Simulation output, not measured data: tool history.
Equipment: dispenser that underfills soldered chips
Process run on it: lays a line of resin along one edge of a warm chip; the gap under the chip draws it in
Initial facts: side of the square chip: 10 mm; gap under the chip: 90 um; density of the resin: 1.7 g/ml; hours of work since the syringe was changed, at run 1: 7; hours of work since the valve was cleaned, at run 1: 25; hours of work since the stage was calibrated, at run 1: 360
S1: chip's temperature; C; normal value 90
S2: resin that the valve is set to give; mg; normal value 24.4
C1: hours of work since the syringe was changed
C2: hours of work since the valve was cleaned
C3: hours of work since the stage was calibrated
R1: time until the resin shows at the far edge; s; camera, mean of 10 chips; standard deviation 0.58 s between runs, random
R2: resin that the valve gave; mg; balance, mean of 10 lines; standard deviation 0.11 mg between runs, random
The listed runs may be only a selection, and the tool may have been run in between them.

| run | hour | S1 | S2 | C1 | C2 | C3 | R1 | R2 |
|---|---|---|---|---|---|---|---|---|
| 1 | 0.0 | 90 | 24.4 | 7 | 25 | 360 | 81.5 | 24.03 |
|  | 8.1 | new syringe of resin |
| 2 | 15.4 | 90 | 24.4 | 4 | 35 | 369 | 70.2 | 23.95 |
| 3 | 26.9 | 90 | 24.4 | 11 | 42 | 376 | 102.0 | 23.96 |
|  | 28.7 | new syringe of resin |
| 4 | 39.7 | 90 | 24.4 | 7 | 49 | 384 | 78.9 | 23.84 |
|  | 49.0 | new syringe of resin |
| 5 | 50.0 | 90 | 24.4 | 1 | 55 | 390 | 56.1 | 23.47 |
| 6 | 61.9 | 90 | 24.4 | 8 | 63 | 397 | 86.0 | 23.63 |
|  | 69.8 | new syringe of resin |
| 7 | 72.8 | 90 | 24.4 | 2 | 69 | 404 | 61.4 | 23.48 |
| 8 | 84.4 | 90 | 24.4 | 9 | 76 | 411 | 90.7 | 23.57 |
|  | 89.7 | new syringe of resin |
| 9 | 97.8 | 98 | 24.4 | 5 | 84 | 419 | 50.4 | 23.57 |
|  | 109.7 | new syringe of resin |
| 10 | 110.8 | 82 | 24.4 | 1 | 92 | 427 | 85.3 | 23.09 |
| 11 | 117.5 | 90 | 24.4 | 5 | 96 | 431 | 73.9 | 23.14 |
|  | 129.9 | new syringe of resin |
| 12 | 133.7 | 90 | 28.6 | 2 | 106 | 441 | 61.9 | 27.09 |
| 13 | 144.7 | 90 | 28.6 | 9 | 113 | 447 | 90.0 | 26.79 |
|  | 149.7 | new syringe of resin |
| 14 | 158.5 | 96 | 28.6 | 5 | 121 | 456 | 56.2 | 26.78 |
|  | 162.2 | dispensing valve cleaned and set on the balance |
|  | 170.7 | new syringe of resin |
| 15 | 174.6 | 82 | 24.4 | 2 | 7 | 465 | 90.8 | 24.29 |
| 16 | 184.8 | 101 | 24.4 | 9 | 14 | 471 | 53.7 | 24.40 |
|  | 190.6 | new syringe of resin |
| 17 | 197.1 | 101 | 24.4 | 4 | 21 | 478 | 42.3 | 24.08 |
| 18 | 208.3 | 101 | 24.4 | 11 | 28 | 485 | 60.9 | 23.93 |
|  | 211.3 | new syringe of resin |
| 19 | 222.5 | 98 | 29.2 | 7 | 36 | 494 | 55.8 | 28.50 |
|  | 231.1 | new syringe of resin |
| 20 | 234.7 | 80 | 31.2 | 2 | 44 | 501 | 103.5 | 30.32 |
| 21 | 245.4 | 78 | 27.8 | 9 | 50 | 508 | 164.2 | 27.02 |
|  | 250.9 | new syringe of resin |
| 22 | 260.6 | 92 | 30.6 | 6 | 59 | 517 | 72.3 | 29.43 |
|  | 271.5 | new syringe of resin |
| 23 | 272.6 | 92 | 30.6 | 1 | 66 | 524 | 53.3 | 29.61 |
| 24 | 282.2 | 96 | 31.1 | 7 | 72 | 530 | 62.0 | 29.98 |
| 25 | 290.4 | 94 | 28.3 | 12 | 77 | 535 | 88.9 | 27.05 |
|  | 291.7 | new syringe of resin |
|  | 295.4 | stage's temperature calibrated |
| 26 | 302.1 | 93 | 28.3 | 6 | 84 | 4 | 58.4 | 27.17 |
|  | 313.5 | new syringe of resin |
| 27 | 315.6 | 76 | 29.7 | 1 | 92 | 12 | 103.1 | 28.07 |
| 28 | 331.2 | 76 | 29.7 | 11 | 101 | 22 | 174.7 | 27.97 |
|  | 333.9 | new syringe of resin |
| 29 | 341.9 | 97 | 23.9 | 5 | 108 | 28 | 48.0 | 22.58 |
|  | 354.8 | new syringe of resin |
| 30 | 354.8 | 80 | 23.9 | 0 | 115 | 36 | 82.3 | 22.31 |
|  | 367.6 | dispensing valve cleaned and set on the balance |
| 31 | 369.2 | 83 | 30.6 | 8 | 1 | 44 | 109.4 | 30.55 |

For run 32, what comes out?
|  | 376.1 | new syringe of resin |
| 32 | 383.8 | 84 | 28.6 | 5 | 10 | 53 | ? | ? |

{"run 32": {"R1": 87.1, "R2": 28.49}}
Were there no unlogged condition in the tool, this run, its random variation unchanged, would have produced R1 66.4 s, R2 28.59 mg.
